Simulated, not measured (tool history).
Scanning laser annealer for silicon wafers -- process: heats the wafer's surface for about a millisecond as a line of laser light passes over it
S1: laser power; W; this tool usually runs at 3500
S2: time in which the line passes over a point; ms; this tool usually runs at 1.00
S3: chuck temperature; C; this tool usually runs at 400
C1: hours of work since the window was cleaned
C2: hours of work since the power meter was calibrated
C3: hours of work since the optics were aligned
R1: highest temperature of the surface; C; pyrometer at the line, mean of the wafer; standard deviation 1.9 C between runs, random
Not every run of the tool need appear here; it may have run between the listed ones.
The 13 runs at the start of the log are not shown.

{"run": 14, "hour": 243.1, "S1": 3500, "S2": 1.0, "S3": 400, "C1": 30, "C2": 330, "C3": 517, "R1": 1231}
{"run": 15, "hour": 265.0, "S1": 3500, "S2": 1.0, "S3": 400, "C1": 40, "C2": 341, "C3": 528, "R1": 1232}
{"run": 16, "hour": 278.6, "S1": 3500, "S2": 1.0, "S3": 400, "C1": 47, "C2": 347, "C3": 534, "R1": 1228}
{"run": 17, "hour": 293.0, "S1": 3500, "S2": 1.0, "S3": 400, "C1": 54, "C2": 354, "C3": 541, "R1": 1227}
{"run": 18, "hour": 313.8, "S1": 3500, "S2": 0.92, "S3": 400, "C1": 64, "C2": 364, "C3": 551, "R1": 1191}
{"run": 19, "hour": 327.5, "S1": 3500, "S2": 0.92, "S3": 400, "C1": 70, "C2": 371, "C3": 558, "R1": 1184}
{"run": 20, "hour": 342.4, "S1": 3500, "S2": 0.72, "S3": 400, "C1": 78, "C2": 378, "C3": 565, "R1": 1090}
{"run": 21, "hour": 359.5, "S1": 3635, "S2": 0.73, "S3": 420, "C1": 86, "C2": 386, "C3": 573, "R1": 1146}
{"run": 22, "hour": 383.9, "S1": 3270, "S2": 0.73, "S3": 420, "C1": 98, "C2": 398, "C3": 585, "R1": 1071}
{"run": 23, "hour": 404.6, "S1": 3187, "S2": 1.09, "S3": 400, "C1": 108, "C2": 408, "C3": 595, "R1": 1181}
{"run": 24, "hour": 417.9, "S1": 3187, "S2": 1.09, "S3": 400, "C1": 114, "C2": 415, "C3": 601, "R1": 1181}
{"run": 25, "hour": 443.3, "S1": 3255, "S2": 0.89, "S3": 400, "C1": 126, "C2": 427, "C3": 614, "R1": 1113}
{"run": 26, "hour": 460.7, "S1": 3462, "S2": 1.19, "S3": 404, "C1": 135, "C2": 435, "C3": 622, "R1": 1288}
{"run": 27, "hour": 477.0, "S1": 2993, "S2": 0.86, "S3": 439, "C1": 143, "C2": 443, "C3": 630, "R1": 1083}
{"run": 28, "hour": 491.9, "S1": 3119, "S2": 1.0, "S3": 422, "C1": 150, "C2": 450, "C3": 637, "R1": 1150}

What does the tool deliver on the next run?
{"run": 29, "hour": 512.1, "S1": 3119, "S2": 1.0, "S3": 422, "C1": 160, "C2": 460, "C3": 647, "R1": "?"}

R1: 1146 C
Without the tool's hidden state the same run would have given R1 1171 C.
